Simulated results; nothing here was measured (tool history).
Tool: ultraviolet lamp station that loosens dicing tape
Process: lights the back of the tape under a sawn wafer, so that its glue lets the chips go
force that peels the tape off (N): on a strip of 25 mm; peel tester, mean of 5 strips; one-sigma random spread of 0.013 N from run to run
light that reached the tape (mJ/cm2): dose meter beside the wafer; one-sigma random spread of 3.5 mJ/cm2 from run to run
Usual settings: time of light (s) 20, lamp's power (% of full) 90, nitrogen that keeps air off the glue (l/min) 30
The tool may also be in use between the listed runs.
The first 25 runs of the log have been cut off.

| run | hour | time of light (s) | lamp's power (% of full) | nitrogen that keeps air off the glue (l/min) | hours of work of the lamp | hours of work since the window was cleaned | force that peels the tape off (N) | light that reached the tape (mJ/cm2) |
|---|---|---|---|---|---|---|---|---|
| 26 | 500.8 | 20 | 74 | 14 | 290 | 70 | 1.598 | 409 |
| 27 | 521.1 | 13 | 72 | 30 | 300 | 79 | 2.129 | 260 |
| 28 | 538.0 | 20 | 79 | 9 | 308 | 87 | 1.907 | 429 |
| 29 | 556.1 | 20 | 79 | 9 | 317 | 96 | 1.845 | 429 |
| 30 | 578.2 | 20 | 79 | 9 | 327 | 107 | 1.908 | 428 |
| 31 | 602.9 | 17 | 97 | 30 | 339 | 118 | 0.947 | 437 |
| 32 | 626.0 | 18 | 73 | 30 | 350 | 129 | 1.426 | 350 |
| 33 | 653.5 | 18 | 73 | 30 | 363 | 143 | 1.451 | 350 |
| 34 | 678.0 | 33 | 87 | 11 | 375 | 154 | 0.694 | 754 |
| 35 | 691.3 | 18 | 85 | 30 | 381 | 161 | 1.153 | 396 |

Branching from run 35: 3 alternative next runs. What would each branch give?
| A | 706.1 | 25 | 92 | 43 | 388 | 168 | ? | ? |
| B | 706.1 | 20 | 90 | 35 | 388 | 168 | ? | ? |
| C | 706.1 | 30 | 68 | 54 | 388 | 168 | ? | ? |

| run | force that peels the tape off (N) | light that reached the tape (mJ/cm2) |
|---|---|---|
| A | 0.450 | 594 |
| B | 0.820 | 462 |
| C | 0.536 | 527 |
Take away the tool's hidden state, keep each run's random variation, and the runs would have read:
| run | force that peels the tape off (N) | light that reached the tape (mJ/cm2) |
|---|---|---|
| A | 0.306 | 730 |
| B | 0.555 | 567 |
| C | 0.361 | 647 |
